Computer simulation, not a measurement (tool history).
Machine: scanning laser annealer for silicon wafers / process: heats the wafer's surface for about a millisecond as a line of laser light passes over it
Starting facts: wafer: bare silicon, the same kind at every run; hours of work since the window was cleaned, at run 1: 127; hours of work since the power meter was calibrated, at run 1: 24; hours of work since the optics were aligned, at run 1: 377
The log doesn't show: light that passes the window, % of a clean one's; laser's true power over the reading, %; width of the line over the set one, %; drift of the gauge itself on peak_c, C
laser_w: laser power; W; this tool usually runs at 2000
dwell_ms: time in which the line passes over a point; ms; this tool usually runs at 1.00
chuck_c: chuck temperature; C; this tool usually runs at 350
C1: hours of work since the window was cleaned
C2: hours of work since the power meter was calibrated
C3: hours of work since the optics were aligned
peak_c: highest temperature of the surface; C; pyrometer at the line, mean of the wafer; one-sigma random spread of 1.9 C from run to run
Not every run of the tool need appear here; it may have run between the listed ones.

{"run": 1, "hour": 0.0, "laser_w": 2000, "dwell_ms": 1.0, "chuck_c": 350, "C1": 127, "C2": 24, "C3": 377, "peak_c": 1172}
{"run": 2, "hour": 11.9, "laser_w": 2000, "dwell_ms": 1.0, "chuck_c": 350, "C1": 132, "C2": 28, "C3": 382, "peak_c": 1169}
{"run": 3, "hour": 24.9, "laser_w": 2000, "dwell_ms": 1.0, "chuck_c": 350, "C1": 137, "C2": 34, "C3": 387, "peak_c": 1166}
{"run": 4, "hour": 33.3, "laser_w": 2000, "dwell_ms": 1.0, "chuck_c": 350, "C1": 140, "C2": 37, "C3": 390, "peak_c": 1167}
{"run": 5, "hour": 45.3, "laser_w": 2000, "dwell_ms": 0.91, "chuck_c": 350, "C1": 145, "C2": 42, "C3": 395, "peak_c": 1127}
{"run": 6, "hour": 52.9, "laser_w": 2000, "dwell_ms": 0.91, "chuck_c": 350, "C1": 148, "C2": 45, "C3": 398, "peak_c": 1127}
{"run": 7, "hour": 67.0, "laser_w": 2000, "dwell_ms": 0.91, "chuck_c": 350, "C1": 154, "C2": 51, "C3": 404, "peak_c": 1127}
{"run": 8, "hour": 74.5, "laser_w": 2000, "dwell_ms": 0.97, "chuck_c": 350, "C1": 157, "C2": 54, "C3": 407, "peak_c": 1152}
{"run": 9, "hour": 88.8, "laser_w": 2000, "dwell_ms": 1.0, "chuck_c": 346, "C1": 163, "C2": 59, "C3": 413, "peak_c": 1166}
{"run": 10, "hour": 101.4, "laser_w": 2000, "dwell_ms": 1.0, "chuck_c": 346, "C1": 168, "C2": 65, "C3": 418, "peak_c": 1158}
{"run": 11, "hour": 111.7, "laser_w": 2000, "dwell_ms": 1.0, "chuck_c": 346, "C1": 172, "C2": 69, "C3": 422, "peak_c": 1160}
{"run": 12, "hour": 122.9, "laser_w": 2000, "dwell_ms": 1.0, "chuck_c": 346, "C1": 177, "C2": 73, "C3": 427, "peak_c": 1161}
{"run": 13, "hour": 136.0, "laser_w": 2000, "dwell_ms": 0.86, "chuck_c": 346, "C1": 182, "C2": 79, "C3": 432, "peak_c": 1097}
{"run": 14, "hour": 150.3, "laser_w": 1897, "dwell_ms": 0.75, "chuck_c": 346, "C1": 188, "C2": 84, "C3": 438, "peak_c": 1010}
{"run": 15, "hour": 166.2, "laser_w": 1897, "dwell_ms": 0.75, "chuck_c": 346, "C1": 194, "C2": 91, "C3": 444, "peak_c": 1006}
{"run": 16, "hour": 177.9, "laser_w": 2020, "dwell_ms": 0.78, "chuck_c": 344, "C1": 199, "C2": 96, "C3": 449, "peak_c": 1068}
{"run": 17, "hour": 193.3, "laser_w": 2045, "dwell_ms": 1.18, "chuck_c": 310, "C1": 205, "C2": 102, "C3": 455, "peak_c": 1219}
{"run": 18, "hour": 207.1, "laser_w": 1993, "dwell_ms": 0.79, "chuck_c": 319, "C1": 211, "C2": 107, "C3": 461, "peak_c": 1033}
{"run": 19, "hour": 215.2, "laser_w": 2000, "dwell_ms": 0.71, "chuck_c": 349, "C1": 214, "C2": 111, "C3": 464, "peak_c": 1027}
{"run": 20, "hour": 225.4, "laser_w": 1950, "dwell_ms": 0.89, "chuck_c": 318, "C1": 218, "C2": 115, "C3": 468, "peak_c": 1061}
{"run": 21, "hour": 237.5, "laser_w": 2125, "dwell_ms": 0.89, "chuck_c": 318, "C1": 223, "C2": 120, "C3": 473, "peak_c": 1133}
{"run": 22, "hour": 249.0, "laser_w": 2125, "dwell_ms": 0.89, "chuck_c": 318, "C1": 228, "C2": 124, "C3": 478, "peak_c": 1132}
{"run": 23, "hour": 261.9, "laser_w": 1758, "dwell_ms": 1.22, "chuck_c": 350, "C1": 233, "C2": 130, "C3": 483, "peak_c": 1143}
{"run": 24, "hour": 273.8, "laser_w": 2001, "dwell_ms": 0.85, "chuck_c": 328, "C1": 238, "C2": 134, "C3": 488, "peak_c": 1075}
{"run": 25, "hour": 284.9, "laser_w": 2104, "dwell_ms": 0.83, "chuck_c": 322, "C1": 242, "C2": 139, "C3": 492, "peak_c": 1098}
{"run": 26, "hour": 295.4, "laser_w": 2143, "dwell_ms": 1.0, "chuck_c": 350, "C1": 246, "C2": 143, "C3": 497, "peak_c": 1221}

What if the next run were any one of these 3? Each begins from the tool's condition after run 26:
{"run": "A", "hour": 305.3, "laser_w": 1858, "dwell_ms": 0.82, "chuck_c": 315, "C1": 250, "C2": 147, "C3": 501, "peak_c": "?"}
{"run": "B", "hour": 305.3, "laser_w": 2000, "dwell_ms": 0.87, "chuck_c": 350, "C1": 250, "C2": 147, "C3": 501, "peak_c": "?"}
{"run": "C", "hour": 305.3, "laser_w": 1894, "dwell_ms": 1.03, "chuck_c": 350, "C1": 250, "C2": 147, "C3": 501, "peak_c": "?"}

run=A peak_c=989
run=B peak_c=1101
run=C peak_c=1129
Take away the tool's hidden state, keep each run's random variation, and the runs would have read:
run=A peak_c=1007
run=B peak_c=1122
run=C peak_c=1151
